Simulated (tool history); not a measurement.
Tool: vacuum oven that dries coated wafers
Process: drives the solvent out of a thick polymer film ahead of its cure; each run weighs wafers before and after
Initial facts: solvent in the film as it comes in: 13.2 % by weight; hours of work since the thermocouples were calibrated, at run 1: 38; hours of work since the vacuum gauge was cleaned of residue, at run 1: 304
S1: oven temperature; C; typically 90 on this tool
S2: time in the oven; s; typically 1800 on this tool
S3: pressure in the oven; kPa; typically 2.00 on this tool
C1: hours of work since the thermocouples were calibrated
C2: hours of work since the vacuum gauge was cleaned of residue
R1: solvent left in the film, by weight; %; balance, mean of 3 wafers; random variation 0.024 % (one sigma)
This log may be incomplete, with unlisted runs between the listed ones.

| run | hour | S1 | S2 | S3 | C1 | C2 | R1 |
|---|---|---|---|---|---|---|---|
| 1 | 0.0 | 90 | 1800 | 2.00 | 38 | 304 | 2.05 |
| 2 | 29.6 | 90 | 1800 | 2.00 | 57 | 323 | 2.05 |
| 3 | 62.6 | 90 | 1800 | 1.37 | 79 | 345 | 1.72 |
| 4 | 86.0 | 90 | 1800 | 2.00 | 94 | 360 | 2.02 |
| 5 | 114.6 | 90 | 1800 | 2.00 | 113 | 379 | 2.07 |
| 6 | 159.5 | 90 | 1800 | 2.00 | 143 | 409 | 2.14 |
| 7 | 201.4 | 90 | 1800 | 1.75 | 171 | 437 | 1.99 |
| 8 | 247.3 | 90 | 1800 | 5.01 | 201 | 467 | 3.70 |
| 9 | 274.8 | 90 | 1800 | 2.00 | 219 | 485 | 2.10 |
| 10 | 305.6 | 90 | 1800 | 2.00 | 240 | 505 | 2.17 |
| 11 | 350.0 | 90 | 1800 | 2.00 | 269 | 535 | 2.14 |
| 12 | 388.3 | 90 | 1800 | 2.00 | 294 | 560 | 2.14 |
| 13 | 435.5 | 90 | 1800 | 2.00 | 325 | 591 | 2.18 |
| 14 | 491.5 | 90 | 1800 | 2.00 | 362 | 628 | 2.18 |
| 15 | 523.7 | 90 | 1800 | 2.65 | 384 | 650 | 2.53 |
| 16 | 563.0 | 90 | 1800 | 2.65 | 409 | 675 | 2.57 |
| 17 | 588.2 | 90 | 1800 | 2.00 | 426 | 692 | 2.23 |
| 18 | 615.5 | 90 | 960 | 2.00 | 444 | 710 | 4.11 |
| 19 | 648.2 | 90 | 960 | 2.00 | 466 | 732 | 4.17 |
| 20 | 703.4 | 90 | 960 | 2.00 | 502 | 768 | 4.18 |
| 21 | 739.0 | 90 | 960 | 2.00 | 526 | 792 | 4.19 |
| 22 | 768.6 | 90 | 3120 | 2.00 | 545 | 811 | 1.44 |
| 23 | 795.9 | 90 | 1800 | 2.00 | 563 | 829 | 2.29 |
| 24 | 849.5 | 90 | 2220 | 2.00 | 599 | 865 | 1.90 |
| 25 | 872.3 | 81 | 900 | 2.00 | 614 | 880 | 7.06 |
|  | 878.0 | vacuum gauge cleaned of residue and calibrated |
| 26 | 908.4 | 89 | 3240 | 1.37 | 637 | 20 | 1.23 |
| 27 | 951.7 | 81 | 900 | 3.67 | 665 | 49 | 7.84 |
| 28 | 980.8 | 90 | 1800 | 6.01 | 684 | 68 | 4.52 |
| 29 | 1022.9 | 90 | 1800 | 1.81 | 712 | 96 | 2.34 |
| 30 | 1054.1 | 90 | 900 | 1.24 | 733 | 116 | 4.26 |
| 31 | 1079.3 | 90 | 900 | 1.24 | 749 | 133 | 4.23 |
| 32 | 1104.1 | 90 | 900 | 1.24 | 766 | 149 | 4.31 |
| 33 | 1140.6 | 86 | 960 | 2.53 | 790 | 173 | 5.80 |
|  | 1172.5 | vacuum gauge cleaned of residue and calibrated, once more |
| 34 | 1184.0 | 86 | 960 | 2.03 | 818 | 8 | 5.46 |
| 35 | 1223.5 | 102 | 3240 | 1.18 | 844 | 34 | 0.45 |
| 36 | 1262.4 | 92 | 1200 | 4.43 | 869 | 59 | 4.15 |
| 37 | 1290.6 | 92 | 1200 | 4.43 | 888 | 78 | 4.17 |
| 38 | 1345.8 | 94 | 1800 | 2.00 | 924 | 114 | 1.60 |
| 39 | 1370.3 | 94 | 1800 | 2.00 | 941 | 131 | 1.62 |
| 40 | 1424.4 | 94 | 1440 | 6.35 | 976 | 166 | 4.18 |
| 41 | 1463.8 | 94 | 1440 | 6.35 | 1002 | 192 | 4.21 |
| 42 | 1490.0 | 93 | 1800 | 1.47 | 1020 | 210 | 1.52 |
| 43 | 1529.7 | 93 | 2040 | 1.47 | 1046 | 236 | 1.36 |
| 44 | 1565.2 | 93 | 2040 | 1.47 | 1069 | 259 | 1.38 |
| 45 | 1592.5 | 78 | 900 | 1.47 | 1087 | 277 | 7.71 |
| 46 | 1635.7 | 87 | 2040 | 2.67 | 1116 | 306 | 3.27 |
| 47 | 1691.8 | 87 | 2040 | 2.67 | 1153 | 343 | 3.29 |
| 48 | 1733.2 | 90 | 1200 | 2.00 | 1180 | 370 | 3.72 |

Below, some changes in R1 between adjacent runs. For each, the amount present without the hidden state too (settings, incoming material, random variation) and the amount remaining for the hidden state with gauge scatter not shared by both compared results:
Hidden conditions of the tool in this case: true wafer temperature over the reading, C; true pressure over the reading, kPa; drift of the gauge itself on solvent_pct, %.
Run 25 -> 26: S1 81 -> 89, S2 900 -> 3240, S3 2.00 -> 1.37, vacuum gauge cleaned of residue and calibrated. R1 -5.83 %: hidden state -0.11, all else -5.72.
Run 26 -> 27: S1 89 -> 81, S2 3240 -> 900, S3 1.37 -> 3.67. R1 +6.61 %: hidden state +0.18, all else +6.43.
Run 34 -> 35: S1 86 -> 102, S2 960 -> 3240, S3 2.03 -> 1.18. R1 -5.01 %: hidden state -0.38, all else -4.63.
Run 35 -> 36: S1 102 -> 92, S2 3240 -> 1200, S3 1.18 -> 4.43. R1 +3.70 %: hidden state +0.37, all else +3.33.
Run 44 -> 45: S1 93 -> 78, S2 2040 -> 900. R1 +6.33 %: hidden state +0.23, all else +6.10.

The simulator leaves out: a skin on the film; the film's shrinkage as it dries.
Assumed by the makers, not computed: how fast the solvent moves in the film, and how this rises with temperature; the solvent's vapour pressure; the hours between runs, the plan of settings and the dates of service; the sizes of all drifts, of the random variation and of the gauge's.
